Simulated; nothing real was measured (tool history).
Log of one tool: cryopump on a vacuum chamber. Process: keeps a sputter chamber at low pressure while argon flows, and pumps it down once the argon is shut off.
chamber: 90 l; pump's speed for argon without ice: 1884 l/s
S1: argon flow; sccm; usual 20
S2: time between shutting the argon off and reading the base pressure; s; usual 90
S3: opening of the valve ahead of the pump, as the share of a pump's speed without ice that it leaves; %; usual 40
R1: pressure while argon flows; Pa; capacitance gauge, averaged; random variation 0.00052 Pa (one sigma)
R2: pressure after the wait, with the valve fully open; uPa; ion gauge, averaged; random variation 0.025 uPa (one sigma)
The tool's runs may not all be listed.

| run | hour | S1 | S2 | S3 | R1 | R2 |
|---|---|---|---|---|---|---|
| 1 | 0.0 | 20 | 90 | 40 | 0.0461 | 1.25 |
| 2 | 31.3 | 20 | 90 | 40 | 0.0469 | 1.18 |
| 3 | 79.7 | 20 | 90 | 22 | 0.0825 | 1.19 |
| 4 | 131.6 | 20 | 90 | 22 | 0.0834 | 1.21 |
| 5 | 178.5 | 20 | 90 | 22 | 0.0835 | 1.23 |
| 6 | 246.6 | 20 | 90 | 22 | 0.0833 | 1.27 |
| 7 | 288.3 | 20 | 90 | 22 | 0.0836 | 1.22 |
| 8 | 325.1 | 20 | 90 | 22 | 0.0831 | 1.21 |
| 9 | 378.6 | 29 | 90 | 22 | 0.1217 | 1.28 |
| 10 | 434.9 | 29 | 90 | 22 | 0.1217 | 1.26 |
| 11 | 476.4 | 29 | 90 | 22 | 0.1216 | 1.30 |
| 12 | 505.7 | 20 | 90 | 23 | 0.0795 | 1.24 |
| 13 | 542.5 | 20 | 90 | 23 | 0.0796 | 1.28 |
| 14 | 590.4 | 20 | 90 | 19 | 0.0977 | 1.30 |
| 15 | 638.2 | 20 | 90 | 22 | 0.0840 | 1.31 |
| 16 | 678.7 | 17 | 90 | 22 | 0.0726 | 1.32 |
| 17 | 726.3 | 17 | 90 | 22 | 0.0720 | 1.30 |
| 18 | 759.1 | 17 | 90 | 22 | 0.0723 | 1.32 |
| 19 | 807.1 | 12 | 195 | 36 | 0.0308 | 0.86 |
| 20 | 837.5 | 12 | 27 | 28 | 0.0400 | 3.23 |
| 21 | 869.8 | 15 | 177 | 22 | 0.0637 | 0.91 |
| 22 | 930.1 | 15 | 177 | 22 | 0.0631 | 0.95 |
| 23 | 959.3 | 13 | 38 | 29 | 0.0421 | 2.47 |
| 24 | 994.0 | 13 | 38 | 29 | 0.0425 | 2.43 |
| 25 | 1026.6 | 9 | 24 | 23 | 0.0363 | 3.58 |
| 26 | 1064.0 | 9 | 24 | 23 | 0.0370 | 3.54 |
| 27 | 1104.5 | 29 | 24 | 34 | 0.0817 | 3.58 |
| 28 | 1142.4 | 29 | 24 | 34 | 0.0814 | 3.57 |
| 29 | 1182.2 | 29 | 24 | 34 | 0.0827 | 3.55 |
| 30 | 1228.3 | 29 | 24 | 34 | 0.0816 | 3.52 |
|  | 1239.7 | pump warmed up, emptied and cooled again |
| 31 | 1297.1 | 20 | 63 | 15 | 0.1200 | 1.57 |
| 32 | 1366.0 | 19 | 90 | 40 | 0.0438 | 1.36 |
| 33 | 1397.9 | 19 | 90 | 40 | 0.0429 | 1.31 |
| 34 | 1463.4 | 19 | 90 | 40 | 0.0429 | 1.34 |

Measured less the same run without the tool's hidden state. The same run-to-run variation is in both; the gauge's scatter may not be:
The hidden state here: pump's speed, % of a pump's without ice; cold plate's temperature, K; leak into the chamber, uPa l/s; drift of the gauge itself on working_pa, %; drift of the gauge itself on base_upa, %.
| run | R1 | R2 |
|---|---|---|
| 1 | +0.0014 | +0.27 |
| 2 | +0.0015 | +0.26 |
| 3 | +0.0015 | +0.27 |
| 4 | +0.0016 | +0.28 |
| 5 | +0.0017 | +0.29 |
| 6 | +0.0018 | +0.30 |
| 7 | +0.0019 | +0.30 |
| 8 | +0.0020 | +0.30 |
| 9 | +0.0031 | +0.32 |
| 10 | +0.0031 | +0.32 |
| 11 | +0.0033 | +0.33 |
| 12 | +0.0023 | +0.33 |
| 13 | +0.0023 | +0.33 |
| 14 | +0.0025 | +0.34 |
| 15 | +0.0026 | +0.36 |
| 16 | +0.0023 | +0.35 |
| 17 | +0.0024 | +0.37 |
| 18 | +0.0024 | +0.37 |
| 19 | +0.0017 | +0.37 |
| 20 | +0.0018 | +0.39 |
| 21 | +0.0023 | +0.37 |
| 22 | +0.0023 | +0.40 |
| 23 | +0.0021 | +0.41 |
| 24 | +0.0021 | +0.41 |
| 25 | +0.0014 | +0.42 |
| 26 | +0.0015 | +0.42 |
| 27 | +0.0050 | +0.43 |
| 28 | +0.0051 | +0.44 |
| 29 | +0.0053 | +0.44 |
| 30 | +0.0054 | +0.44 |
| 31 | +0.0004 | +0.35 |
| 32 | +0.0004 | +0.37 |
| 33 | +0.0005 | +0.38 |
| 34 | +0.0006 | +0.38 |

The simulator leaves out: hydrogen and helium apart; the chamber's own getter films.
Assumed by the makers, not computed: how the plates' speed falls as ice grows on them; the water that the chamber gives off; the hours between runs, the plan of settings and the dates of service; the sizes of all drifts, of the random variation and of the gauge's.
